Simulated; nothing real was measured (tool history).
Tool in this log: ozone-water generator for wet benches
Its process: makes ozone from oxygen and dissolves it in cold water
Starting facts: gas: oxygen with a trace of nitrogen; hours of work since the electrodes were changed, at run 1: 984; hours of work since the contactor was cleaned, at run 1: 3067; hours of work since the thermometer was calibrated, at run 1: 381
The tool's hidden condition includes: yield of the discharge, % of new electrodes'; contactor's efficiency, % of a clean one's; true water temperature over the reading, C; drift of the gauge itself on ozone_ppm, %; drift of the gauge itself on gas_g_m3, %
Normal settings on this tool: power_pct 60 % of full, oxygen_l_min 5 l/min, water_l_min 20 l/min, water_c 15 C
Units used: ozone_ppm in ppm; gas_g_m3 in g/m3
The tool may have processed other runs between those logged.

run	hour	power_pct	oxygen_l_min	water_l_min	water_c	hours of work since the electrodes were changed	hours of work since the contactor was cleaned	hours of work since the thermometer was calibrated	ozone_ppm	gas_g_m3
1	0	60	5	20	15	984	3067	381	16.5	213.3
2	41	60	5	20	20	1021	3104	418	15.5	212.2
3	85.4	60	5	20	20	1061	3144	458	15.5	211.2
4	123.3	60	6.92	20	15	1095	3178	492	16.6	177.2
5	160	60	6.92	20	15	1128	3211	525	16.5	176.6
6	197.4	60	6.92	20	15	1162	3245	559	16.4	177.6
7	262.9	60	6.92	20	15	1221	3304	618	16.6	176.4
8	295.6	60	6.92	20	15	1250	3334	648	16.5	177.4
9	324.4	60	5	20	15	1276	3360	674	16.4	210.2
10	391	60	5	20	15	1337	3420	734	16.2	209
11	423.7	60	5	20	15	1366	3449	763	16.5	211.1
12	490.2	60	5	20	15	1426	3509	823	16.4	210.2
# hour 497.1: contactor cleaned
13	541.6	60	5	20	15	1469	40	866	16.2	209.5
14	581.3	60	5	20	19	1505	76	902	15.3	210.2
15	614.4	60	5	20	19	1534	106	931	15.7	210.8
16	675.7	60	5	20	15	1590	161	987	16	210.1
17	715.1	60	5	20	15	1625	197	1022	16.2	209.6
18	752.3	92	4.03	25	21	1659	230	1056	16.6	330
19	804.3	92	4.03	25	21	1706	277	1103	16.5	327.5
# hour 855: contactor cleaned, once more
20	871.8	92	4.03	25	22	1763	15	1160	17.4	328.6
21	938.3	60	5	22	15	1823	75	1220	15.6	206.9
22	1003.6	55	5	31	14	1882	134	1279	10.4	196.1
23	1050.2	55	5	31	14	1924	176	1321	10.5	195.3
24	1097.2	55	5	31	14	1966	218	1363	10.3	195.3
25	1160.9	55	5	31	14	2024	276	1421	10.3	194.9
26	1224.7	60	5	18	12	2081	333	1478	19.4	208
27	1265.1	60	4.53	20	19	2118	370	1515	15.9	220.4
28	1302.4	60	4.53	20	19	2151	403	1548	15.8	220.6
29	1365.9	60	4.53	20	19	2208	461	1606	15.9	219.4
30	1404.4	60	4.53	20	19	2243	495	1640	15.7	218.6
31	1451.4	97	3.04	13	10	2286	538	1683	37.6	397.7
32	1511.3	75	6.19	23	9	2340	592	1737	19.3	220.4
33	1559.9	75	6.19	23	9	2383	636	1780	19	220.4
34	1592.9	48	4.69	20	15	2413	665	1810	14	180.2

What if the next run were any one of these 3? Each begins from the tool's condition after run 34:
A	1634.2	48	4.69	20	20	2450	703	1847	?	?
B	1634.2	60	8.1	20	10	2450	703	1847	?	?
C	1634.2	60	5	20	22	2450	703	1847	?	?

run	ozone_ppm	gas_g_m3
A	13.2	182.2
B	18.1	158.8
C	15.2	207.3
The same runs, with their run-to-run variation unchanged, on a tool lacking any hidden condition would have given:
run	ozone_ppm	gas_g_m3
A	13.7	187.1
B	19	164.1
C	16	214.2
